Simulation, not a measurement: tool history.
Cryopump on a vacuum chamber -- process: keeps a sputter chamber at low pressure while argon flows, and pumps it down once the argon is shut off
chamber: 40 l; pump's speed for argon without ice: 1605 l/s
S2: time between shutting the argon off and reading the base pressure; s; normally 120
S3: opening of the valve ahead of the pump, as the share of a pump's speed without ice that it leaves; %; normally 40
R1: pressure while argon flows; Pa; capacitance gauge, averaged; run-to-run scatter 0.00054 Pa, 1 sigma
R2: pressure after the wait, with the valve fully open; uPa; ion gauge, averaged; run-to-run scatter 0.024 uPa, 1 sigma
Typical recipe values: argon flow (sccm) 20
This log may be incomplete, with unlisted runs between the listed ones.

run 1 hour=0.0 | argon_flow_(sccm)=20 S2=120 S3=40 | R1=0.0567 R2=2.72
run 2 hour=62.2 | argon_flow_(sccm)=20 S2=120 S3=40 | R1=0.0558 R2=2.91
run 3 hour=132.9 | argon_flow_(sccm)=38 S2=120 S3=40 | R1=0.1070 R2=2.98
run 4 hour=185.5 | argon_flow_(sccm)=8 S2=120 S3=40 | R1=0.0233 R2=2.99
run 5 hour=264.2 | argon_flow_(sccm)=8 S2=120 S3=40 | R1=0.0231 R2=3.19
run 6 hour=302.3 | argon_flow_(sccm)=8 S2=120 S3=40 | R1=0.0226 R2=3.19
run 7 hour=367.3 | argon_flow_(sccm)=8 S2=120 S3=40 | R1=0.0231 R2=3.29
run 8 hour=443.0 | argon_flow_(sccm)=8 S2=120 S3=40 | R1=0.0234 R2=3.27
run 9 hour=483.4 | argon_flow_(sccm)=8 S2=83 S3=40 | R1=0.0230 R2=3.75
run 10 hour=563.7 | argon_flow_(sccm)=8 S2=83 S3=40 | R1=0.0236 R2=3.92
run 11 hour=603.6 | argon_flow_(sccm)=38 S2=120 S3=40 | R1=0.1127 R2=3.69
-- hour=670.3 pump warmed up, emptied and cooled again
run 12 hour=689.3 | argon_flow_(sccm)=38 S2=120 S3=40 | R1=0.1008 R2=3.01
run 13 hour=737.1 | argon_flow_(sccm)=38 S2=120 S3=40 | R1=0.1028 R2=3.06
run 14 hour=815.3 | argon_flow_(sccm)=38 S2=120 S3=40 | R1=0.1017 R2=3.28
run 15 hour=866.9 | argon_flow_(sccm)=38 S2=120 S3=40 | R1=0.1032 R2=3.30
run 16 hour=940.4 | argon_flow_(sccm)=38 S2=120 S3=40 | R1=0.1033 R2=3.38
run 17 hour=975.8 | argon_flow_(sccm)=20 S2=120 S3=40 | R1=0.0541 R2=3.28
run 18 hour=1043.0 | argon_flow_(sccm)=27 S2=120 S3=40 | R1=0.0734 R2=3.45
run 19 hour=1094.8 | argon_flow_(sccm)=31 S2=120 S3=40 | R1=0.0850 R2=3.43
run 20 hour=1162.8 | argon_flow_(sccm)=31 S2=120 S3=40 | R1=0.0855 R2=3.65
-- hour=1193.4 leaking fittings of the chamber tightened, without venting
run 21 hour=1238.5 | argon_flow_(sccm)=20 S2=120 S3=48 | R1=0.0468 R2=0.96
run 22 hour=1311.8 | argon_flow_(sccm)=13 S2=120 S3=26 | R1=0.0554 R2=0.99
run 23 hour=1396.5 | argon_flow_(sccm)=8 S2=116 S3=26 | R1=0.0345 R2=1.11
run 24 hour=1440.2 | argon_flow_(sccm)=38 S2=151 S3=40 | R1=0.1083 R2=0.99
run 25 hour=1518.0 | argon_flow_(sccm)=8 S2=73 S3=17 | R1=0.0516 R2=1.64
run 26 hour=1600.3 | argon_flow_(sccm)=20 S2=79 S3=25 | R1=0.0887 R2=1.70
run 27 hour=1671.4 | argon_flow_(sccm)=20 S2=79 S3=25 | R1=0.0889 R2=1.74
run 28 hour=1718.4 | argon_flow_(sccm)=24 S2=247 S3=25 | R1=0.1074 R2=1.10
run 29 hour=1781.8 | argon_flow_(sccm)=14 S2=262 S3=21 | R1=0.0737 R2=1.15
run 30 hour=1837.2 | argon_flow_(sccm)=28 S2=137 S3=34 | R1=0.0950 R2=1.53
run 31 hour=1872.5 | argon_flow_(sccm)=22 S2=126 S3=27 | R1=0.0925 R2=1.54
run 32 hour=1936.2 | argon_flow_(sccm)=13 S2=50 S3=40 | R1=0.0389 R2=2.65
-- hour=1962.6 pump warmed up, emptied and cooled again
run 33 hour=2021.0 | argon_flow_(sccm)=13 S2=50 S3=40 | R1=0.0341 R2=2.47

3 options for the next run, each taken on its own from the tool as it stands now. Forecast them:
run A hour=2057.8 | argon_flow_(sccm)=27 S2=50 S3=40 | R1=? R2=?
run B hour=2057.8 | argon_flow_(sccm)=20 S2=120 S3=26 | R1=? R2=?
run C hour=2057.8 | argon_flow_(sccm)=10 S2=50 S3=31 | R1=? R2=?

run=A R1=0.0731 R2=2.50
run=B R1=0.0824 R2=1.57
run=C R1=0.0341 R2=2.45
What these runs would have given with no unlogged condition in the tool:
run=A R1=0.0717 R2=1.79
run=B R1=0.0814 R2=0.87
run=C R1=0.0336 R2=1.77

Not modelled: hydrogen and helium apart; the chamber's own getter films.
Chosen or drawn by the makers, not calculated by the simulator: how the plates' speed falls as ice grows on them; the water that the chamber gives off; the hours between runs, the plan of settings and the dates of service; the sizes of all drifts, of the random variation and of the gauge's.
